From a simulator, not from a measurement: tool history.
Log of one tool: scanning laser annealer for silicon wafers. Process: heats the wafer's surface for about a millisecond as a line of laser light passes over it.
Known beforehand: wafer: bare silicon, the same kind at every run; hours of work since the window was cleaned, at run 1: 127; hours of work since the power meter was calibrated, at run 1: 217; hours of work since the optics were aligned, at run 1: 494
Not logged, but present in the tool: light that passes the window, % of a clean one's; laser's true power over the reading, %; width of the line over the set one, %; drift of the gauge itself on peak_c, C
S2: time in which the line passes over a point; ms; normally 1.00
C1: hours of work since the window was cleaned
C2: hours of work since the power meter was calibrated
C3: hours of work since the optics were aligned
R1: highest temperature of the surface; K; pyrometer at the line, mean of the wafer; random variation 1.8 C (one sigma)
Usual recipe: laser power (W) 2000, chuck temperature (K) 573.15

{"run": 1, "hour": 0.0, "laser power (W)": 2000, "S2": 1.0, "chuck temperature (K)": 573.15, "C1": 127, "C2": 217, "C3": 494, "R1": 1331.15}
{"run": 2, "hour": 6.7, "laser power (W)": 1810, "S2": 1.0, "chuck temperature (K)": 573.15, "C1": 131, "C2": 221, "C3": 498, "R1": 1232.15}
{"run": 3, "hour": 13.0, "laser power (W)": 2000, "S2": 1.0, "chuck temperature (K)": 613.15, "C1": 135, "C2": 225, "C3": 502, "R1": 1367.15}
{"run": 4, "hour": 21.0, "laser power (W)": 2000, "S2": 1.0, "chuck temperature (K)": 573.15, "C1": 140, "C2": 230, "C3": 507, "R1": 1326.15}
{"run": 5, "hour": 31.7, "laser power (W)": 2000, "S2": 1.0, "chuck temperature (K)": 573.15, "C1": 146, "C2": 237, "C3": 514, "R1": 1325.15}
{"run": 6, "hour": 39.3, "laser power (W)": 2000, "S2": 1.0, "chuck temperature (K)": 573.15, "C1": 151, "C2": 241, "C3": 519, "R1": 1323.15}
{"run": 7, "hour": 50.9, "laser power (W)": 2000, "S2": 1.0, "chuck temperature (K)": 573.15, "C1": 158, "C2": 249, "C3": 526, "R1": 1325.15}
{"run": 8, "hour": 61.6, "laser power (W)": 2000, "S2": 1.0, "chuck temperature (K)": 573.15, "C1": 165, "C2": 255, "C3": 533, "R1": 1325.15}
{"run": 9, "hour": 71.7, "laser power (W)": 2000, "S2": 0.87, "chuck temperature (K)": 573.15, "C1": 171, "C2": 262, "C3": 539, "R1": 1271.15}
{"run": 10, "hour": 79.0, "laser power (W)": 2000, "S2": 0.87, "chuck temperature (K)": 573.15, "C1": 176, "C2": 266, "C3": 544, "R1": 1268.15}
{"run": 11, "hour": 84.7, "laser power (W)": 2000, "S2": 0.87, "chuck temperature (K)": 573.15, "C1": 179, "C2": 270, "C3": 547, "R1": 1270.15}
{"run": 12, "hour": 96.4, "laser power (W)": 2000, "S2": 0.87, "chuck temperature (K)": 573.15, "C1": 187, "C2": 277, "C3": 555, "R1": 1265.15}
{"run": 13, "hour": 102.4, "laser power (W)": 2000, "S2": 0.87, "chuck temperature (K)": 573.15, "C1": 191, "C2": 281, "C3": 558, "R1": 1266.15}
{"run": 14, "hour": 111.2, "laser power (W)": 2000, "S2": 1.0, "chuck temperature (K)": 573.15, "C1": 196, "C2": 286, "C3": 564, "R1": 1322.15}
{"run": 15, "hour": 116.8, "laser power (W)": 2000, "S2": 1.0, "chuck temperature (K)": 573.15, "C1": 200, "C2": 290, "C3": 567, "R1": 1324.15}
{"run": 16, "hour": 122.8, "laser power (W)": 2000, "S2": 1.0, "chuck temperature (K)": 573.15, "C1": 203, "C2": 294, "C3": 571, "R1": 1320.15}
{"run": 17, "hour": 129.3, "laser power (W)": 2000, "S2": 0.94, "chuck temperature (K)": 573.15, "C1": 207, "C2": 298, "C3": 575, "R1": 1292.15}
{"run": 18, "hour": 134.6, "laser power (W)": 2000, "S2": 1.0, "chuck temperature (K)": 573.15, "C1": 211, "C2": 301, "C3": 579, "R1": 1320.15}
{"run": 19, "hour": 139.7, "laser power (W)": 2000, "S2": 1.0, "chuck temperature (K)": 573.15, "C1": 214, "C2": 304, "C3": 582, "R1": 1317.15}
{"run": 20, "hour": 150.6, "laser power (W)": 2000, "S2": 1.0, "chuck temperature (K)": 573.15, "C1": 221, "C2": 311, "C3": 589, "R1": 1320.15}
{"run": 21, "hour": 162.0, "laser power (W)": 2000, "S2": 1.0, "chuck temperature (K)": 573.15, "C1": 228, "C2": 318, "C3": 596, "R1": 1314.15}
{"run": 22, "hour": 172.6, "laser power (W)": 2159, "S2": 1.0, "chuck temperature (K)": 606.15, "C1": 235, "C2": 325, "C3": 602, "R1": 1429.15}
{"run": 23, "hour": 183.8, "laser power (W)": 2080, "S2": 1.0, "chuck temperature (K)": 575.15, "C1": 242, "C2": 332, "C3": 609, "R1": 1357.15}
{"run": 24, "hour": 192.7, "laser power (W)": 1852, "S2": 1.23, "chuck temperature (K)": 560.15, "C1": 247, "C2": 337, "C3": 615, "R1": 1309.15}
{"run": 25, "hour": 200.2, "laser power (W)": 1838, "S2": 0.91, "chuck temperature (K)": 607.15, "C1": 252, "C2": 342, "C3": 620, "R1": 1235.15}
{"run": 26, "hour": 205.8, "laser power (W)": 1838, "S2": 0.91, "chuck temperature (K)": 607.15, "C1": 255, "C2": 345, "C3": 623, "R1": 1234.15}
{"run": 27, "hour": 211.5, "laser power (W)": 2000, "S2": 1.0, "chuck temperature (K)": 551.15, "C1": 259, "C2": 349, "C3": 627, "R1": 1290.15}
{"hour": 214.4, "done": "window over the wafer cleaned"}
{"run": 28, "hour": 222.6, "laser power (W)": 2047, "S2": 0.92, "chuck temperature (K)": 575.15, "C1": 5, "C2": 355, "C3": 632, "R1": 1291.15}
{"run": 29, "hour": 229.5, "laser power (W)": 1705, "S2": 1.0, "chuck temperature (K)": 573.15, "C1": 9, "C2": 359, "C3": 637, "R1": 1156.15}
{"hour": 235.9, "done": "window over the wafer cleaned, once more"}
{"run": 30, "hour": 243.5, "laser power (W)": 2108, "S2": 0.78, "chuck temperature (K)": 578.15, "C1": 5, "C2": 367, "C3": 644, "R1": 1293.15}
{"run": 31, "hour": 254.3, "laser power (W)": 2108, "S2": 0.78, "chuck temperature (K)": 578.15, "C1": 12, "C2": 373, "C3": 651, "R1": 1295.15}
{"run": 32, "hour": 262.8, "laser power (W)": 1959, "S2": 0.78, "chuck temperature (K)": 583.15, "C1": 17, "C2": 379, "C3": 656, "R1": 1231.15}
{"run": 33, "hour": 274.1, "laser power (W)": 1959, "S2": 0.78, "chuck temperature (K)": 583.15, "C1": 24, "C2": 386, "C3": 663, "R1": 1230.15}
{"run": 34, "hour": 282.6, "laser power (W)": 2005, "S2": 0.83, "chuck temperature (K)": 552.15, "C1": 29, "C2": 391, "C3": 669, "R1": 1248.15}
{"run": 35, "hour": 291.0, "laser power (W)": 2005, "S2": 0.83, "chuck temperature (K)": 552.15, "C1": 34, "C2": 396, "C3": 674, "R1": 1243.15}
{"run": 36, "hour": 300.8, "laser power (W)": 2005, "S2": 0.95, "chuck temperature (K)": 603.15, "C1": 41, "C2": 402, "C3": 680, "R1": 1346.15}
{"run": 37, "hour": 306.5, "laser power (W)": 2000, "S2": 1.0, "chuck temperature (K)": 607.15, "C1": 44, "C2": 406, "C3": 684, "R1": 1368.15}
{"run": 38, "hour": 314.2, "laser power (W)": 2040, "S2": 1.01, "chuck temperature (K)": 548.15, "C1": 49, "C2": 411, "C3": 688, "R1": 1333.15}
{"run": 39, "hour": 324.9, "laser power (W)": 2040, "S2": 1.01, "chuck temperature (K)": 548.15, "C1": 56, "C2": 417, "C3": 695, "R1": 1331.15}
{"run": 40, "hour": 335.1, "laser power (W)": 2138, "S2": 0.94, "chuck temperature (K)": 561.15, "C1": 62, "C2": 424, "C3": 702, "R1": 1363.15}
{"run": 41, "hour": 342.9, "laser power (W)": 1732, "S2": 0.93, "chuck temperature (K)": 586.15, "C1": 67, "C2": 429, "C3": 706, "R1": 1185.15}

Branching from run 41: 4 alternative next runs. What would each branch give?
{"run": "A", "hour": 352.5, "laser power (W)": 2108, "S2": 0.9, "chuck temperature (K)": 584.15, "C1": 73, "C2": 435, "C3": 712, "R1": "?"}
{"run": "B", "hour": 352.5, "laser power (W)": 2182, "S2": 0.93, "chuck temperature (K)": 570.15, "C1": 73, "C2": 435, "C3": 712, "R1": "?"}
{"run": "C", "hour": 352.5, "laser power (W)": 1732, "S2": 0.87, "chuck temperature (K)": 572.15, "C1": 73, "C2": 435, "C3": 712, "R1": "?"}
{"run": "D", "hour": 352.5, "laser power (W)": 2111, "S2": 1.22, "chuck temperature (K)": 542.15, "C1": 73, "C2": 435, "C3": 712, "R1": "?"}

run=A R1=1351.15
run=B R1=1389.15
run=C R1=1153.15
run=D R1=1448.15
The same runs, with their run-to-run variation unchanged, on a tool lacking any hidden condition would have given:
run=A R1=1376.15
run=B R1=1416.15
run=C R1=1172.15
run=D R1=1478.15
